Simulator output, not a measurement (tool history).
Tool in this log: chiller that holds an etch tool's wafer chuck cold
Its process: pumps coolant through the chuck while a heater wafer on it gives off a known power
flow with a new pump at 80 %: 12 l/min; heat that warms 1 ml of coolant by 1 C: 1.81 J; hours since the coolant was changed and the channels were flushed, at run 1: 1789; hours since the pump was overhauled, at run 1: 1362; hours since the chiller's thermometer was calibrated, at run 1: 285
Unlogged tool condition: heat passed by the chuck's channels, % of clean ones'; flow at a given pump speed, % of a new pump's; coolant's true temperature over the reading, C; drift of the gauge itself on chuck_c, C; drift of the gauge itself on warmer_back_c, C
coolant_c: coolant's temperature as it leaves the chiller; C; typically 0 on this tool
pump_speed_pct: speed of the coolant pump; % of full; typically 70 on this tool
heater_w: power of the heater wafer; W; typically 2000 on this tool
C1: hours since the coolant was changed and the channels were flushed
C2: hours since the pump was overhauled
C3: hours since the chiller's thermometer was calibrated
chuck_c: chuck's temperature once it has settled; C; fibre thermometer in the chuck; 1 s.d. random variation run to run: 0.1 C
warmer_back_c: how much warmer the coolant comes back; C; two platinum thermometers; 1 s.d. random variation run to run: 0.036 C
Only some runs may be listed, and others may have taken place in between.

{"run": 1, "day": 0.0, "coolant_c": 0, "pump_speed_pct": 70, "heater_w": 2000, "C1": 1789, "C2": 1362, "C3": 285, "chuck_c": 17.2, "warmer_back_c": 6.71}
{"run": 2, "day": 1.225, "coolant_c": 3, "pump_speed_pct": 70, "heater_w": 2000, "C1": 1818, "C2": 1392, "C3": 314, "chuck_c": 20.2, "warmer_back_c": 6.67}
{"run": 3, "day": 3.012, "coolant_c": 3, "pump_speed_pct": 70, "heater_w": 2000, "C1": 1861, "C2": 1435, "C3": 357, "chuck_c": 20.3, "warmer_back_c": 6.65}
{"run": 4, "day": 4.75, "coolant_c": 3, "pump_speed_pct": 70, "heater_w": 2000, "C1": 1903, "C2": 1476, "C3": 399, "chuck_c": 20.4, "warmer_back_c": 6.68}
{"run": 5, "day": 7.204, "coolant_c": 3, "pump_speed_pct": 70, "heater_w": 2000, "C1": 1961, "C2": 1535, "C3": 458, "chuck_c": 20.4, "warmer_back_c": 6.7}
{"run": 6, "day": 8.621, "coolant_c": 3, "pump_speed_pct": 70, "heater_w": 1716, "C1": 1996, "C2": 1569, "C3": 492, "chuck_c": 17.9, "warmer_back_c": 5.76}
{"run": 7, "day": 10.333, "coolant_c": 0, "pump_speed_pct": 70, "heater_w": 2000, "C1": 2037, "C2": 1610, "C3": 533, "chuck_c": 17.5, "warmer_back_c": 6.74}
{"run": 8, "day": 12.3, "coolant_c": 0, "pump_speed_pct": 70, "heater_w": 2000, "C1": 2084, "C2": 1657, "C3": 580, "chuck_c": 17.3, "warmer_back_c": 6.72}
{"run": 9, "day": 13.554, "coolant_c": 0, "pump_speed_pct": 70, "heater_w": 2000, "C1": 2114, "C2": 1688, "C3": 610, "chuck_c": 17.6, "warmer_back_c": 6.75}
{"run": 10, "day": 15.979, "coolant_c": 0, "pump_speed_pct": 70, "heater_w": 2000, "C1": 2172, "C2": 1746, "C3": 668, "chuck_c": 17.6, "warmer_back_c": 6.81}
{"run": 11, "day": 18.008, "coolant_c": 0, "pump_speed_pct": 70, "heater_w": 2000, "C1": 2221, "C2": 1794, "C3": 717, "chuck_c": 17.7, "warmer_back_c": 6.74}
{"run": 12, "day": 20.362, "coolant_c": 0, "pump_speed_pct": 70, "heater_w": 2000, "C1": 2277, "C2": 1851, "C3": 774, "chuck_c": 17.9, "warmer_back_c": 6.83}
{"run": 13, "day": 21.896, "coolant_c": 0, "pump_speed_pct": 81, "heater_w": 2000, "C1": 2314, "C2": 1888, "C3": 810, "chuck_c": 16.2, "warmer_back_c": 5.86}
{"run": 14, "day": 24.096, "coolant_c": 0, "pump_speed_pct": 81, "heater_w": 2000, "C1": 2367, "C2": 1941, "C3": 863, "chuck_c": 16.4, "warmer_back_c": 5.86}
{"run": 15, "day": 26.25, "coolant_c": 0, "pump_speed_pct": 81, "heater_w": 1597, "C1": 2419, "C2": 1992, "C3": 915, "chuck_c": 12.9, "warmer_back_c": 4.63}
{"run": 16, "day": 27.6, "coolant_c": 0, "pump_speed_pct": 70, "heater_w": 2000, "C1": 2451, "C2": 2025, "C3": 947, "chuck_c": 17.8, "warmer_back_c": 6.8}
{"run": 17, "day": 28.904, "coolant_c": 0, "pump_speed_pct": 70, "heater_w": 2000, "C1": 2482, "C2": 2056, "C3": 979, "chuck_c": 18.0, "warmer_back_c": 6.83}
{"run": 18, "day": 30.517, "coolant_c": 0, "pump_speed_pct": 70, "heater_w": 2000, "C1": 2521, "C2": 2095, "C3": 1017, "chuck_c": 18.1, "warmer_back_c": 6.8}
{"run": 19, "day": 32.85, "coolant_c": 9, "pump_speed_pct": 62, "heater_w": 2041, "C1": 2577, "C2": 2151, "C3": 1073, "chuck_c": 29.1, "warmer_back_c": 7.95}
{"run": 20, "day": 34.954, "coolant_c": 9, "pump_speed_pct": 72, "heater_w": 1676, "C1": 2627, "C2": 2201, "C3": 1124, "chuck_c": 23.9, "warmer_back_c": 5.58}
{"run": 21, "day": 37.462, "coolant_c": -4, "pump_speed_pct": 72, "heater_w": 2007, "C1": 2688, "C2": 2261, "C3": 1184, "chuck_c": 14.1, "warmer_back_c": 6.75}
{"run": 22, "day": 39.238, "coolant_c": 2, "pump_speed_pct": 74, "heater_w": 2007, "C1": 2730, "C2": 2304, "C3": 1227, "chuck_c": 19.8, "warmer_back_c": 6.47}
{"run": 23, "day": 40.729, "coolant_c": 2, "pump_speed_pct": 74, "heater_w": 2007, "C1": 2766, "C2": 2340, "C3": 1262, "chuck_c": 19.8, "warmer_back_c": 6.51}
{"run": 24, "day": 42.979, "coolant_c": 2, "pump_speed_pct": 74, "heater_w": 2007, "C1": 2820, "C2": 2394, "C3": 1316, "chuck_c": 20.0, "warmer_back_c": 6.61}
{"run": 25, "day": 44.425, "coolant_c": -4, "pump_speed_pct": 70, "heater_w": 1129, "C1": 2855, "C2": 2428, "C3": 1351, "chuck_c": 6.5, "warmer_back_c": 3.92}
{"day": 44.867, "done": "coolant changed, channels flushed"}
{"run": 26, "day": 46.708, "coolant_c": -4, "pump_speed_pct": 70, "heater_w": 1129, "C1": 44, "C2": 2477, "C3": 1400, "chuck_c": 5.0, "warmer_back_c": 3.92}
{"run": 27, "day": 48.225, "coolant_c": -4, "pump_speed_pct": 70, "heater_w": 1129, "C1": 81, "C2": 2514, "C3": 1436, "chuck_c": 4.9, "warmer_back_c": 3.92}
{"run": 28, "day": 49.712, "coolant_c": -4, "pump_speed_pct": 70, "heater_w": 1129, "C1": 116, "C2": 2549, "C3": 1472, "chuck_c": 4.9, "warmer_back_c": 3.93}
{"run": 29, "day": 51.571, "coolant_c": -4, "pump_speed_pct": 70, "heater_w": 1988, "C1": 161, "C2": 2594, "C3": 1517, "chuck_c": 12.1, "warmer_back_c": 6.9}
{"run": 30, "day": 53.404, "coolant_c": -9, "pump_speed_pct": 76, "heater_w": 1445, "C1": 205, "C2": 2638, "C3": 1561, "chuck_c": 2.0, "warmer_back_c": 4.59}
{"run": 31, "day": 55.312, "coolant_c": -9, "pump_speed_pct": 76, "heater_w": 1445, "C1": 251, "C2": 2684, "C3": 1606, "chuck_c": 1.9, "warmer_back_c": 4.57}

For some of the steps in chuck_c from one run to the next: how much would appear even if the tool had no hidden state, given the settings, what came in and random variation, and how much remains for the hidden state plus any gauge scatter that the measured result and the result without hidden state don't share?
Run 15 -> 16: pump_speed_pct 81 -> 70, heater_w 1597 -> 2000. chuck_c +4.9 C: hidden state +0.8, all else +4.1.
Run 18 -> 19: coolant_c 0 -> 9, pump_speed_pct 70 -> 62, heater_w 2000 -> 2041. chuck_c +11.0 C: hidden state +0.3, all else +10.7.
Run 24 -> 25: coolant_c 2 -> -4, pump_speed_pct 74 -> 70, heater_w 2007 -> 1129. chuck_c -13.5 C: hidden state -1.4, all else -12.1.
Run 25 -> 26: coolant changed, channels flushed. chuck_c -1.5 C: hidden state -1.5, all else +0.0.
Run 29 -> 30: coolant_c -4 -> -9, pump_speed_pct 70 -> 76, heater_w 1988 -> 1445. chuck_c -10.1 C: hidden state -0.3, all else -9.8.
